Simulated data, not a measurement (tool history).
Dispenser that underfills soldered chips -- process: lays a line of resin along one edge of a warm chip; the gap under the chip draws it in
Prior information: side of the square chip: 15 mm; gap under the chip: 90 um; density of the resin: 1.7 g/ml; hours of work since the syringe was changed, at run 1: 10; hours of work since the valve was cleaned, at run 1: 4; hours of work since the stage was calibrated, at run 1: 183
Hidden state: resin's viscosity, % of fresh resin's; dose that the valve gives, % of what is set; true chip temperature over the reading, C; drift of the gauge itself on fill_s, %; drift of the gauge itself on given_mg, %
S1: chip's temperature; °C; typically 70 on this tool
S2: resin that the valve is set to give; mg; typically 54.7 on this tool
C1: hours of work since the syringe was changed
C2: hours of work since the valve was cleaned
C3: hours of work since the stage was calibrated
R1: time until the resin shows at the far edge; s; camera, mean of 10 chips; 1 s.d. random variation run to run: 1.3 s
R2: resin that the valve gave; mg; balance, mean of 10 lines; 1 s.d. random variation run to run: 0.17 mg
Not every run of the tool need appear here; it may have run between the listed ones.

Run 1, hour 0: usual settings; C1 10; C2 4; C3 183. Result: R1 236.4 s, R2 54.19 mg.
At hour 2.9: new syringe of resin.
Run 2, hour 9.6: usual settings; C1 5; C2 11; C3 190. Result: R1 163.9 s, R2 54.3 mg.
At hour 20: new syringe of resin.
Run 3, hour 21.4: usual settings; C1 1; C2 19; C3 198. Result: R1 133.3 s, R2 54.13 mg.
Run 4, hour 30: usual settings; C1 7; C2 25; C3 204. Result: R1 189.5 s, R2 53.92 mg.
At hour 37.6: new syringe of resin.
Run 5, hour 42.1: usual settings; C1 3; C2 34; C3 212. Result: R1 152.8 s, R2 53.21 mg.
Run 6, hour 53: usual settings but S2 63.8 mg; C1 11; C2 42; C3 220. Result: R1 247.3 s, R2 61.91 mg.
At hour 55.2: new syringe of resin.
Run 7, hour 62.7: usual settings but S1 62 °C, S2 63.8 mg; C1 5; C2 48; C3 227. Result: R1 230.9 s, R2 61.74 mg.
Run 8, hour 69: usual settings but S1 59 °C, S2 60.7 mg; C1 10; C2 53; C3 232. Result: R1 348.1 s, R2 58.4 mg.
At hour 72.4: new syringe of resin.
Run 9, hour 79: usual settings but S1 59 °C, S2 60.7 mg; C1 5; C2 60; C3 238. Result: R1 250.9 s, R2 58.32 mg.
Run 10, hour 84.5: usual settings but S1 62 °C, S2 47.4 mg; C1 9; C2 64; C3 242. Result: R1 301.2 s, R2 45.22 mg.
At hour 89.7: new syringe of resin.
Run 11, hour 92.2: usual settings but S1 62 °C, S2 69.7 mg; C1 2; C2 69; C3 248. Result: R1 184.3 s, R2 66.34 mg.
Run 12, hour 103.2: usual settings but S1 83 °C, S2 54.2 mg; C1 10; C2 77; C3 255. Result: R1 141.6 s, R2 51.28 mg.
At hour 107.3: new syringe of resin.
Run 13, hour 112.7: usual settings but S1 64 °C, S2 51.3 mg; C1 4; C2 83; C3 262. Result: R1 198.2 s, R2 48.41 mg.
Run 14, hour 119.9: usual settings but S1 81 °C, S2 57.3 mg; C1 9; C2 89; C3 267. Result: R1 141.8 s, R2 53.92 mg.

Forecast each of these 4 alternatives for the next run:
At hour 122.6: dispensing valve cleaned and set on the balance.
At hour 125.7: new syringe of resin.
Run A, hour 129.2: usual settings but S1 55 °C, S2 50 mg; C1 2; C2 4; C3 273. Result: R1 ?, R2 ?.
At hour 122.6: dispensing valve cleaned and set on the balance.
At hour 125.7: new syringe of resin.
Run B, hour 129.2: usual settings but S1 81 °C, S2 59.5 mg; C1 2; C2 4; C3 273. Result: R1 ?, R2 ?.
At hour 122.6: dispensing valve cleaned and set on the balance.
At hour 125.7: new syringe of resin.
Run C, hour 129.2: usual settings but S1 74 °C, S2 65.9 mg; C1 2; C2 4; C3 273. Result: R1 ?, R2 ?.
At hour 122.6: dispensing valve cleaned and set on the balance.
At hour 125.7: new syringe of resin.
Run D, hour 129.2: usual settings but S1 66 °C, S2 69.8 mg; C1 2; C2 4; C3 273. Result: R1 ?, R2 ?.

run     R1     R2
  A  262.3  49.86
  B   93.8  59.13
  C  119.9  65.55
  D  164.3  69.59
What these runs would have given with no unlogged condition in the tool:
run     R1     R2
  A  243.6  50.12
  B   86.1  59.44
  C  110.4  65.89
  D  151.9  69.96
